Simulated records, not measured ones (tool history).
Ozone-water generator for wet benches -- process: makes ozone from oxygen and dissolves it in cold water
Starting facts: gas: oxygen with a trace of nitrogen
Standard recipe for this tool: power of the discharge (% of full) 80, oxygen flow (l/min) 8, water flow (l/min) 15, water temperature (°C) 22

run      day  power of the discharge (% of full)  oxygen flow (l/min)  water flow (l/min)  water temperature (°C)  dissolved ozone (ppm)  ozone in the gas ahead of the water (g/m3)
  1        0                                  80                    8                  15                      22                   35.3                                       304.6
  2    4.771                                  52                    8                  15                      22                   24.5                                       208.9
  3    8.833                                  52                    8                  15                      22                   24.3                                         210
  4   13.538                                  80                    8                  15                      22                   35.1                                       301.7
  5   18.496                                  80                    8                  15                      22                   34.7                                       299.6
  6   24.254                                  80                    8                  15                      22                   34.9                                       300.1
  7   26.742                                  80                 5.17                  15                      22                   35.1                                       366.6
  8   31.533                                  46                 5.17                  15                      22                   22.8                                         231
  9   33.942                                  80                  8.8                  15                      22                   33.6                                       286.4
 10   38.758                                  80                  8.8                  15                      22                     34                                       283.8
 11    41.55                                  80                    8                  12                      22                   38.1                                         296
 12   45.371                                  80                    8                  12                      22                   38.5                                       299.3
 13   49.571                                  80                    8                  15                      29                     29                                       296.2
 14   55.304                                  87                    8                  15                      29                     33                                       320.4
 15   59.829                                  87                    8                  15                      29                   33.2                                       318.7
 16   64.421                                  87                    8                  15                      29                   32.9                                       320.3
 17   69.971                                  87                    8                  15                      29                   32.4                                       316.6
 18   72.408                                  95                 4.17                   9                      29                   50.2                                       463.8
 19       75                                  44                 4.17                   9                      29                   26.8                                       244.5
 20   79.142                                  86                 6.19                   9                      16                   57.5                                       352.4
 21   82.271                                  93                  7.8                  19                      16                   38.7                                       335.5
 22   85.838                                  50                11.36                  15                      30                   18.4                                       170.5
 23   88.717                                  46                 5.69                  14                      22                   23.8                                       219.5
 24   92.892                                  80                 9.48                  15                      22                   34.3                                       274.2
 25   97.329                                  43                12.33                  22                      27                   14.3                                       142.9
 26   102.45                                  77                    8                  15                      22                   33.9                                       283.9
 27  105.488                                  80                 6.25                  15                      27                     32                                         327
 28  108.742                                  80                 6.25                  15                      27                   31.8                                       326.6
 29   113.45                                  80                13.06                  16                      22                   30.6                                       232.1
 30  117.296                                  96                12.18                  24                      21                   29.3                                       279.1
 31  120.646                                  96                11.07                  24                      14                   33.7                                       289.3
 32  125.375                                  96                 7.08                  15                      15                   46.2                                       358.7
 33  128.229                                  41                    8                  15                      15                   22.8                                       169.2

Missing from the log above: 2 entries noted between runs. For each, name the pair of listed runs it sits between and say how the tool's hidden condition differs from the listed run just before to the listed run just after:
Runs 13 to 14: water thermometer calibrated (day 50.146); contactor cleaned (day 51.625)
  yield of the discharge, % of new electrodes': 96 -> 95.8; contactor's efficiency, % of a clean one's: 91.5 -> 98.8; true water temperature over the reading, C: 0.39 -> 0.07
  measured minus no-state result, dissolved ozone (ppm): -3.2 -> -2; ozone in the gas ahead of the water (g/m3): -13.7 -> -16.6
